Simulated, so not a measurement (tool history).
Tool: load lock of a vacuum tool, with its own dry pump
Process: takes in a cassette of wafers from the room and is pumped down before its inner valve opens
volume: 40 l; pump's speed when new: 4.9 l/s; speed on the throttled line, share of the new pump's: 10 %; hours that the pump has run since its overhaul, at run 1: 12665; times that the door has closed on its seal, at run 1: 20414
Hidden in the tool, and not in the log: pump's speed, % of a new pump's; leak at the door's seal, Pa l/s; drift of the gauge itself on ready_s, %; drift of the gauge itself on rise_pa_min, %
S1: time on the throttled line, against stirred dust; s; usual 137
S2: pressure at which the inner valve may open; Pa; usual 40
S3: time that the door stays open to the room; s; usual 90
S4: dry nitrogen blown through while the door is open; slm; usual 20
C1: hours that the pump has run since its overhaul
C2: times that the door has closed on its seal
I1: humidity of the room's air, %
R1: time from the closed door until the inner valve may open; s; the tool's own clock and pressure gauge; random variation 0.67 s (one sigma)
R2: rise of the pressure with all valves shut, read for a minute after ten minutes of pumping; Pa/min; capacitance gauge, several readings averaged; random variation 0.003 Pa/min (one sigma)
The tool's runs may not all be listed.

| run | day | S1 | S2 | S3 | S4 | C1 | C2 | I1 | R1 | R2 |
|---|---|---|---|---|---|---|---|---|---|---|
| 1 | 0 | 137 | 40 | 90 | 20 | 12665 | 20414 | 46.4 | 186.5 | 0.028 |
| 2 | 10.117 | 137 | 68 | 90 | 20 | 12908 | 21442 | 46 | 182.9 | 0.026 |
| 3 | 18.95 | 137 | 68 | 90 | 20 | 13120 | 22339 | 47.4 | 181.6 | 0.024 |
| 4 | 31.521 | 137 | 68 | 90 | 20 | 13422 | 23615 | 45.3 | 181.6 | 0.022 |
| 5 | 38.562 | 137 | 29 | 90 | 20 | 13591 | 24330 | 45.6 | 189.9 | 0.02 |
| 6 | 47.617 | 137 | 40 | 90 | 20 | 13808 | 25249 | 45.2 | 186.5 | 0.029 |
| 7 | 64.388 | 137 | 40 | 90 | 20 | 14210 | 26953 | 43.4 | 188.4 | 0.019 |
| 8 | 74.712 | 137 | 40 | 90 | 20 | 14458 | 28001 | 42.5 | 187.6 | 0.022 |
| 9 | 88.4 | 137 | 40 | 90 | 20 | 14787 | 29391 | 45.6 | 186.7 | 0.031 |
| 10 | 99.942 | 137 | 40 | 90 | 20 | 15064 | 30563 | 46 | 186.8 | 0.027 |
| 11 | 107.15 | 137 | 40 | 90 | 20 | 15237 | 31295 | 46.9 | 187 | 0.022 |
| 12 | 120.146 | 197 | 40 | 90 | 20 | 15549 | 32615 | 47.5 | 240.9 | 0.029 |
| 13 | 132.279 | 137 | 40 | 90 | 20 | 15840 | 33847 | 43.2 | 186.8 | 0.025 |
| 14 | 144.979 | 137 | 40 | 90 | 20 | 16145 | 35137 | 42.5 | 185.9 | 0.028 |
| 15 | 159.65 | 137 | 40 | 90 | 20 | 16497 | 36626 | 44.6 | 186.3 | 0.027 |
| 16 | 173.412 | 137 | 40 | 90 | 20 | 16827 | 38024 | 47.3 | 187.5 | 0.026 |
| 17 | 190.158 | 137 | 32 | 90 | 20 | 17229 | 39725 | 47.1 | 187.9 | 0.023 |
|  | 194.042 | dry pump taken out, an overhauled one fitted |
| 18 | 201.554 | 137 | 35 | 37 | 11 | 180 | 40857 | 45.4 | 188 | 0.021 |
| 19 | 218.271 | 137 | 35 | 37 | 11 | 582 | 42554 | 48.1 | 188 | 0.027 |
| 20 | 233.062 | 137 | 35 | 37 | 11 | 937 | 44056 | 43.6 | 187.9 | 0.026 |
| 21 | 246.879 | 137 | 41 | 118 | 30 | 1268 | 45460 | 44.7 | 186.5 | 0.023 |
| 22 | 262.721 | 137 | 41 | 118 | 30 | 1648 | 47068 | 45.2 | 186.8 | 0.022 |
| 23 | 277.492 | 109 | 40 | 220 | 7 | 2003 | 48568 | 44.9 | 162.4 | 0.067 |
| 24 | 294.738 | 109 | 33 | 220 | 19 | 2417 | 50320 | 44.7 | 163.8 | 0.041 |
| 25 | 304.546 | 262 | 50 | 59 | 35 | 2652 | 51316 | 46.3 | 298.1 | 0.018 |
| 26 | 318.442 | 97 | 50 | 214 | 11 | 2986 | 52727 | 43.8 | 149.7 | 0.054 |
| 27 | 331.583 | 97 | 50 | 214 | 11 | 3301 | 54061 | 50.3 | 149 | 0.06 |
| 28 | 347.942 | 97 | 50 | 214 | 11 | 3694 | 55722 | 42.8 | 149 | 0.051 |

3 ways to go on from here, each from the tool as it stands after run 28. What would each give?
| A | 362.55 | 111 | 64 | 214 | 11 | 4044 | 57206 | 44.1 | ? | ? |
| B | 362.55 | 137 | 58 | 90 | 20 | 4044 | 57206 | 46.5 | ? | ? |
| C | 362.55 | 109 | 40 | 90 | 16 | 4044 | 57206 | 47.4 | ? | ? |

| run | R1 | R2 |
|---|---|---|
| A | 160 | 0.047 |
| B | 183.3 | 0.026 |
| C | 161.6 | 0.033 |
Without the tool's hidden state the same runs would have given:
| run | R1 | R2 |
|---|---|---|
| A | 160 | 0.046 |
| B | 183.3 | 0.025 |
| C | 161.6 | 0.032 |
